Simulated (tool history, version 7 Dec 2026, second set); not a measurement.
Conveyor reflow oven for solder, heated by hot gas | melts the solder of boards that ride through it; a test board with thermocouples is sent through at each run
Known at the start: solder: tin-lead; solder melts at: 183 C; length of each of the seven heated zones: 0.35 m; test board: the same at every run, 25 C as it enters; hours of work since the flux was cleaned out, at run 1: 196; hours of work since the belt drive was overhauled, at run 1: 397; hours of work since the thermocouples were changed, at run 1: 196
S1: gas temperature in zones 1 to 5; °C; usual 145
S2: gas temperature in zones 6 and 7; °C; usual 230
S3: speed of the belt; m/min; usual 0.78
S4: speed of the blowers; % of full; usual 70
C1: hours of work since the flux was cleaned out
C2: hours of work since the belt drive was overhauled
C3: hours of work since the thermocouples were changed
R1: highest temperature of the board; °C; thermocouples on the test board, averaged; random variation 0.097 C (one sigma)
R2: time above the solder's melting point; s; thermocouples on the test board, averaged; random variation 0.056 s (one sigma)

run    hour   S1   S2     S3  S4   C1    C2   C3      R1     R2
  1       0  145  230   0.78  70  196   397  196   213.9  40.33
  2    63.2  145  230   0.78  70  244   445  244   213.9  40.23
  3     132  145  230   0.78  70  296   497  296   213.7  40.11
      204.9  -- flux residue cleaned out of gas plates and filters
  4   214.4  145  230   0.78  70    7   555  354  212.76  39.29
  5   293.4  145  230   0.78  70   67   614  413  212.48  39.27
  6     365  145  230   0.78  70  120   668  467  212.39  39.04
        402  -- flux residue cleaned out of gas plates and filters, once more
  7   420.7  145  230   0.78  70   14   706  505  215.92   41.9
      444.8  -- thermocouples of zones 6 and 7 changed
  8   498.1  145  230   0.78  70   71   763   40  213.73  40.69
  9   563.9  145  230   0.78  70  120   812   90  213.72  40.51
 10   635.1  143  230   0.78  70  174   866  143  213.08  39.58
 11   715.7  145  230   0.78  70  234   926  204   213.4  40.25
 12   775.9  145  230   0.78  70  280   972  249  213.21  40.21
 13   815.8  145  230   0.78  70  310  1002  279  212.93  40.08
      869.4  -- flux residue cleaned out of gas plates and filters
 14   885.7  145  230   0.78  70   12  1050  328  215.17  41.75
 15   947.8  145  230   0.78  66   59  1097  374  213.94  40.75
 16   999.4  145  230   0.78  70   98  1136  413  215.07  41.63
 17  1036.5  145  230  0.633  74  126  1164  441  221.48  56.64
 18  1090.7  145  230  0.633  56  166  1205  482  216.54  52.87
     1149.9  -- belt drive overhauled, speed set with a stopwatch
     1151.9  -- thermocouples of zones 6 and 7 changed
 19  1166.8  145  221  0.633  56  219    11   11  206.73  43.71
 20  1207.6  132  221  0.633  80  250    42   42  210.45   44.8
 21  1240.5  132  225  0.633  85  274    67   67  214.84  48.23
 22  1291.4  135  230  0.857  70  313   105  105  206.56  28.58
 23  1327.7  133  240   0.78  70  340   132  132  217.57  38.94
     1339.1  -- flux residue cleaned out of gas plates and filters
 24  1406.2  133  240   0.78  70   50   187  187  220.01  40.43
 25  1449.3  152  230   0.78  79   83   220  220  217.26  44.61
 26  1483.5  152  230   0.78  79  109   246  246  217.36  44.64
 27    1521  138  240  0.722  76  137   274  274  225.14  48.03
 28  1555.9  138  240  0.722  76  163   300  300  225.08  48.03
 29  1615.2  138  227  0.875  70  208   345  345  205.62  28.13
 30  1677.9  138  227  0.875  70  255   392  392  205.45  27.93
 31  1741.1  132  227  0.875  85  302   439  439  208.69  29.43

Forecast each of these 3 alternatives for the next run:
     1806.2  -- flux residue cleaned out of gas plates and filters
  A  1807.4  146  230  0.655  71   1  485  485   ?   ?
     1806.2  -- flux residue cleaned out of gas plates and filters
  B  1807.4  156  235  0.875  53   1  485  485   ?   ?
     1806.2  -- flux residue cleaned out of gas plates and filters
  C  1807.4  146  227  0.621  71   1  485  485   ?   ?

run      R1     R2
  A  220.46  53.44
  B  211.28  36.04
  C  218.78   55.9
Without the tool's hidden state the same runs would have given:
run      R1     R2
  A  219.15  52.28
  B  210.04  34.91
  C  217.46  54.68
